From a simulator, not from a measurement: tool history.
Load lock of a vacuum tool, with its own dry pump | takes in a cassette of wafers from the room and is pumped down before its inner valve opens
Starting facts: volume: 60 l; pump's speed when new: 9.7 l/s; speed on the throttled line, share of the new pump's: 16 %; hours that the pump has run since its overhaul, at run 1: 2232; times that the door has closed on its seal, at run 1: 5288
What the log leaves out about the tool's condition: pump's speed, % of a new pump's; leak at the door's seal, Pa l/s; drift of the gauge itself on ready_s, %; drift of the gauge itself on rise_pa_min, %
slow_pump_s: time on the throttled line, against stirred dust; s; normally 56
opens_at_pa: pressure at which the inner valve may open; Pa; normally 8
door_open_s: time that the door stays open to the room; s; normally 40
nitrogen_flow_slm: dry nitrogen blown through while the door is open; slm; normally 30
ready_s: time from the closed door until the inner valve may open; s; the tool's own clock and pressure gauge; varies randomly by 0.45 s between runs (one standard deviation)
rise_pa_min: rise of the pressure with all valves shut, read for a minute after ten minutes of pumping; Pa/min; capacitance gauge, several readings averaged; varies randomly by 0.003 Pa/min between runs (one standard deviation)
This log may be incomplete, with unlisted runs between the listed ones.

run	hour	slow_pump_s	opens_at_pa	door_open_s	nitrogen_flow_slm	hours that the pump has run since its overhaul	times that the door has closed on its seal	incoming humidity of the room's air, %	ready_s	rise_pa_min
1	0.0	56	8	40	30	2232	5288	43.8	107.5	0.031
2	48.3	56	8	40	30	2280	5493	45.6	106.9	0.034
3	102.6	56	8	40	30	2334	5723	44.2	107.8	0.035
4	200.5	56	8	40	30	2432	6138	43.1	107.2	0.035
5	269.0	56	8	40	30	2501	6428	45.2	106.6	0.036
6	361.3	56	8	40	30	2593	6820	44.2	107.2	0.039
7	459.9	56	8	40	30	2692	7238	44.4	107.1	0.034
8	532.0	56	8	40	30	2764	7543	46.9	106.7	0.040
9	621.1	56	8	40	30	2853	7921	46.7	108.0	0.039

Run 10 has not been measured yet. What should we expect?
10	687.5	31	8	212	6	2919	8202	43.6	?	?

ready_s: 86.1 s
rise_pa_min: 0.113 Pa/min
If the tool had no hidden condition, the same run with the same run-to-run variation would have returned ready_s 84.9 s, rise_pa_min 0.103 Pa/min.
